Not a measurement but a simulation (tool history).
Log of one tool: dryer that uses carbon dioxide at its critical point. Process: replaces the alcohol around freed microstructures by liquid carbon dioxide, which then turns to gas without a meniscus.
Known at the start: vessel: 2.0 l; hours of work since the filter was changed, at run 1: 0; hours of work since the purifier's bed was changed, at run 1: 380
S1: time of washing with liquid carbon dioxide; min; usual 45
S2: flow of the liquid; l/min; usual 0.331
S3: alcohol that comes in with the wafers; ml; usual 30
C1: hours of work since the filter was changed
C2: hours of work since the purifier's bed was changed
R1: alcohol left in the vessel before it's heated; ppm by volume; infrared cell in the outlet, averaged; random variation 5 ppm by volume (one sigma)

run 1 hour=0.0 | S1=45 S2=0.331 S3=30 | C1=0 C2=380 | R1=112
run 2 hour=21.4 | S1=45 S2=0.331 S3=30 | C1=12 C2=392 | R1=105
run 3 hour=62.8 | S1=45 S2=0.331 S3=44 | C1=34 C2=415 | R1=130
run 4 hour=109.5 | S1=45 S2=0.331 S3=44 | C1=60 C2=441 | R1=150
run 5 hour=143.8 | S1=45 S2=0.331 S3=44 | C1=79 C2=459 | R1=169
run 6 hour=183.0 | S1=50 S2=0.331 S3=30 | C1=100 C2=481 | R1=130
run 7 hour=229.4 | S1=45 S2=0.331 S3=30 | C1=126 C2=506 | R1=160
run 8 hour=263.5 | S1=45 S2=0.331 S3=30 | C1=144 C2=525 | R1=176
run 9 hour=287.3 | S1=45 S2=0.331 S3=24 | C1=157 C2=538 | R1=149
run 10 hour=309.9 | S1=45 S2=0.331 S3=24 | C1=170 C2=550 | R1=167
run 11 hour=332.1 | S1=45 S2=0.331 S3=24 | C1=182 C2=562 | R1=166
run 12 hour=377.7 | S1=45 S2=0.331 S3=24 | C1=207 C2=587 | R1=179
run 13 hour=423.2 | S1=45 S2=0.331 S3=24 | C1=232 C2=612 | R1=187
run 14 hour=450.1 | S1=45 S2=0.331 S3=38 | C1=247 C2=627 | R1=233
run 15 hour=471.7 | S1=45 S2=0.331 S3=38 | C1=259 C2=639 | R1=225
run 16 hour=494.4 | S1=45 S2=0.331 S3=30 | C1=271 C2=651 | R1=222
run 17 hour=525.8 | S1=45 S2=0.331 S3=30 | C1=288 C2=669 | R1=235
-- hour=544.7 inlet filter changed
run 18 hour=558.9 | S1=45 S2=0.331 S3=30 | C1=8 C2=686 | R1=173
run 19 hour=589.7 | S1=45 S2=0.331 S3=30 | C1=25 C2=703 | R1=174
run 20 hour=629.3 | S1=45 S2=0.331 S3=30 | C1=46 C2=725 | R1=188
run 21 hour=664.1 | S1=45 S2=0.331 S3=30 | C1=65 C2=744 | R1=198
run 22 hour=698.4 | S1=45 S2=0.331 S3=30 | C1=84 C2=763 | R1=205
run 23 hour=743.5 | S1=71 S2=0.386 S3=71 | C1=109 C2=787 | R1=158
run 24 hour=782.9 | S1=71 S2=0.386 S3=71 | C1=131 C2=809 | R1=173
run 25 hour=818.0 | S1=45 S2=0.491 S3=36 | C1=150 C2=828 | R1=188
run 26 hour=850.2 | S1=59 S2=0.482 S3=47 | C1=167 C2=846 | R1=159
run 27 hour=883.7 | S1=33 S2=0.351 S3=44 | C1=186 C2=864 | R1=497
run 28 hour=924.5 | S1=48 S2=0.535 S3=55 | C1=208 C2=887 | R1=188
run 29 hour=950.5 | S1=45 S2=0.552 S3=30 | C1=222 C2=901 | R1=189
run 30 hour=980.1 | S1=55 S2=0.552 S3=30 | C1=239 C2=917 | R1=182
run 31 hour=1006.7 | S1=55 S2=0.280 S3=30 | C1=253 C2=932 | R1=248
run 32 hour=1045.5 | S1=55 S2=0.280 S3=30 | C1=274 C2=953 | R1=259
run 33 hour=1078.5 | S1=50 S2=0.220 S3=23 | C1=293 C2=971 | R1=462
-- hour=1092.5 inlet filter changed
run 34 hour=1102.5 | S1=50 S2=0.220 S3=23 | C1=5 C2=984 | R1=333
run 35 hour=1131.4 | S1=51 S2=0.267 S3=30 | C1=21 C2=999 | R1=261
run 36 hour=1161.7 | S1=40 S2=0.301 S3=30 | C1=38 C2=1016 | R1=319
run 37 hour=1204.7 | S1=71 S2=0.274 S3=30 | C1=61 C2=1040 | R1=207
run 38 hour=1232.0 | S1=40 S2=0.274 S3=57 | C1=76 C2=1055 | R1=603
run 39 hour=1275.8 | S1=38 S2=0.259 S3=57 | C1=100 C2=1079 | R1=852
run 40 hour=1314.4 | S1=45 S2=0.530 S3=30 | C1=122 C2=1100 | R1=229
run 41 hour=1362.1 | S1=45 S2=0.530 S3=30 | C1=148 C2=1126 | R1=230
run 42 hour=1392.7 | S1=50 S2=0.530 S3=92 | C1=164 C2=1143 | R1=237
run 43 hour=1423.7 | S1=50 S2=0.530 S3=92 | C1=181 C2=1160 | R1=241
run 44 hour=1454.4 | S1=45 S2=0.255 S3=33 | C1=198 C2=1176 | R1=481

Forecast each of these 3 alternatives for the next run:
run A hour=1475.6 | S1=45 S2=0.248 S3=30 | C1=210 C2=1188 | R1=?
run B hour=1475.6 | S1=67 S2=0.255 S3=114 | C1=210 C2=1188 | R1=?
run C hour=1475.6 | S1=56 S2=0.215 S3=30 | C1=210 C2=1188 | R1=?

run=A R1=486
run=B R1=346
run=C R1=442
Without the tool's hidden state the same runs would have given:
run=A R1=148
run=B R1=53
run=C R1=119
